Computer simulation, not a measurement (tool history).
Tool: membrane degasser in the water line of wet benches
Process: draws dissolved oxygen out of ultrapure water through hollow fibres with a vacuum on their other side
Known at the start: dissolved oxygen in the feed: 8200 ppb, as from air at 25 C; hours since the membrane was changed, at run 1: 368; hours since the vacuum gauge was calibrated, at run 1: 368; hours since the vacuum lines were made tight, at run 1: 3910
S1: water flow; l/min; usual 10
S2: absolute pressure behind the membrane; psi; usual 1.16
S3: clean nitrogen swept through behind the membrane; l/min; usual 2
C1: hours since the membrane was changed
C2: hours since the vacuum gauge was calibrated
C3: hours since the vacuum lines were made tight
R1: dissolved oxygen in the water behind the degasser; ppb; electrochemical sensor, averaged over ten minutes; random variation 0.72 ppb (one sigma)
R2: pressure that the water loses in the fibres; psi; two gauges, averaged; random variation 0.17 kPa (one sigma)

run 1 hour=0 | S1=10 S2=1.16 S3=2 | C1=368 C2=368 C3=3910 | R1=67.8 R2=3.68
run 2 hour=189.9 | S1=10 S2=1.16 S3=2 | C1=558 C2=558 C3=4100 | R1=68.2 R2=3.64
run 3 hour=310.4 | S1=10 S2=1.16 S3=2 | C1=678 C2=678 C3=4220 | R1=69.3 R2=3.656
run 4 hour=426.5 | S1=10 S2=1.16 S3=2 | C1=794 C2=794 C3=4337 | R1=69.7 R2=3.681
run 5 hour=543 | S1=10 S2=1.16 S3=2 | C1=911 C2=911 C3=4453 | R1=69.8 R2=3.712
run 6 hour=659.3 | S1=10 S2=1.16 S3=2 | C1=1027 C2=1027 C3=4569 | R1=68.1 R2=3.704
run 7 hour=868.1 | S1=10 S2=1.16 S3=2 | C1=1236 C2=1236 C3=4778 | R1=69 R2=3.671
run 8 hour=1047.9 | S1=10 S2=1.083 S3=2 | C1=1416 C2=1416 C3=4958 | R1=63.8 R2=3.658
run 9 hour=1242.8 | S1=10 S2=1.083 S3=2 | C1=1611 C2=1611 C3=5153 | R1=63.4 R2=3.662
run 10 hour=1382 | S1=10 S2=1.083 S3=2 | C1=1750 C2=1750 C3=5292 | R1=63.6 R2=3.746
run 11 hour=1587.3 | S1=10 S2=0.854 S3=2 | C1=1955 C2=1955 C3=5497 | R1=43.3 R2=3.706
run 12 hour=1729.2 | S1=10 S2=1.16 S3=2 | C1=2097 C2=2097 C3=5639 | R1=71.3 R2=3.633
run 13 hour=1925.2 | S1=10 S2=1.16 S3=2 | C1=2293 C2=2293 C3=5835 | R1=71.5 R2=3.687
-- hour=1942 vacuum gauge calibrated
run 14 hour=2055.8 | S1=10 S2=1.16 S3=2.71 | C1=2423 C2=114 C3=5965 | R1=57.1 R2=3.709
run 15 hour=2239.6 | S1=10 S2=1.16 S3=3.12 | C1=2607 C2=298 C3=6149 | R1=49.9 R2=3.754
-- hour=2281.4 vacuum gauge calibrated, once more
run 16 hour=2404 | S1=10 S2=1.16 S3=0.93 | C1=2771 C2=123 C3=6313 | R1=133.1 R2=3.69
run 17 hour=2509.1 | S1=9 S2=0.776 S3=2.73 | C1=2876 C2=228 C3=6418 | R1=24.6 R2=3.358
run 18 hour=2705.5 | S1=10 S2=1.315 S3=2 | C1=3072 C2=424 C3=6615 | R1=83.8 R2=3.746
-- hour=2724.8 seals of the vacuum lines changed
run 19 hour=2809.8 | S1=10 S2=1.315 S3=2 | C1=3174 C2=526 C3=85 | R1=81 R2=3.73
run 20 hour=2968.9 | S1=8 S2=1.16 S3=0.99 | C1=3334 C2=686 C3=244 | R1=96.7 R2=2.963
run 21 hour=3064.1 | S1=8 S2=1.16 S3=0.99 | C1=3429 C2=781 C3=339 | R1=97.6 R2=2.959
run 22 hour=3250.4 | S1=8 S2=1.16 S3=0.99 | C1=3615 C2=967 C3=526 | R1=98.3 R2=3.031
run 23 hour=3392.3 | S1=10 S2=2.699 S3=0.91 | C1=3757 C2=1109 C3=668 | R1=396.9 R2=3.746
run 24 hour=3583.9 | S1=10 S2=1.643 S3=5.31 | C1=3949 C2=1301 C3=859 | R1=47.4 R2=3.717
run 25 hour=3793.5 | S1=10 S2=1.643 S3=5.31 | C1=4158 C2=1510 C3=1069 | R1=48.5 R2=3.693
run 26 hour=3922.7 | S1=10 S2=1.028 S3=2 | C1=4287 C2=1639 C3=1198 | R1=57.6 R2=3.794
run 27 hour=4020.6 | S1=10 S2=1.262 S3=1.2 | C1=4385 C2=1737 C3=1296 | R1=118.9 R2=3.729
run 28 hour=4183.5 | S1=7 S2=1.16 S3=2 | C1=4548 C2=1900 C3=1459 | R1=43.9 R2=2.609
run 29 hour=4313 | S1=7 S2=0.74 S3=4.95 | C1=4678 C2=2030 C3=1588 | R1=9.9 R2=2.602
run 30 hour=4517.9 | S1=15 S2=0.811 S3=1.23 | C1=4883 C2=2235 C3=1793 | R1=102.6 R2=5.617
run 31 hour=4615.1 | S1=15 S2=0.811 S3=1.23 | C1=4980 C2=2332 C3=1890 | R1=102 R2=5.654

Some steps in R1 between neighbouring runs. How much of each would the tool show without its hidden state too (settings, what came in, random variation), and how much is left for the hidden state, with any gauge scatter that isn't in both results?
The hidden state here: membrane still open, %; true pressure behind the membrane over the reading, kPa; air that leaks in behind the membrane, l/min; drift of the gauge itself on oxygen_ppb, %; drift of the gauge itself on loss_of_pressure_kpa, %.
Run 16 -> 17: S1 10 -> 9, S2 1.16 -> 0.776, S3 0.93 -> 2.73. R1 -108.5 ppb: hidden state -4, all else -104.5.
Run 22 -> 23: S1 8 -> 10, S2 1.16 -> 2.699, S3 0.99 -> 0.91. R1 +298.6 ppb: hidden state +3, all else +295.6.
Run 23 -> 24: S2 2.699 -> 1.643, S3 0.91 -> 5.31. R1 -349.5 ppb: hidden state -3.8, all else -345.7.
Run 29 -> 30: S1 7 -> 15, S2 0.74 -> 0.811, S3 4.95 -> 1.23. R1 +92.7 ppb: hidden state +7.6, all else +85.1.
